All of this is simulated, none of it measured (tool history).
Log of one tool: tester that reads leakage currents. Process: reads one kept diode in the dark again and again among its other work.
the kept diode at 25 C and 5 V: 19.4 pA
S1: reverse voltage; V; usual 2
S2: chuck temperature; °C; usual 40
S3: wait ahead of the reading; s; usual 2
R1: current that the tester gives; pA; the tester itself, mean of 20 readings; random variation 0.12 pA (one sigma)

Run 1, hour 0: usual settings. Result: R1 39.6 pA.
Run 2, hour 116.9: usual settings but S3 0.64 s. Result: R1 39.67 pA.
Run 3, hour 249.3: usual settings but S3 0.64 s. Result: R1 40.2 pA.
Run 4, hour 363.2: usual settings but S3 0.64 s. Result: R1 40.14 pA.
Run 5, hour 439.6: usual settings but S3 0.64 s. Result: R1 40.56 pA.
Run 6, hour 535.5: usual settings but S2 46 °C. Result: R1 62.51 pA.
Run 7, hour 643.6: usual settings but S1 7.49 V, S2 46 °C. Result: R1 137.13 pA.
Run 8, hour 740.4: usual settings but S1 7.49 V, S2 46 °C. Result: R1 136.65 pA.
Run 9, hour 808.6: usual settings but S1 7.49 V, S2 46 °C. Result: R1 137.35 pA.

The next listed run, before its measurement:
Run 10, hour 908.8: usual settings but S1 2.01 V, S2 47 °C. Result: R1 ?.

{"run 10": {"R1": 67.72}}
Without the tool's hidden state the same run would have given R1 63.22 pA.
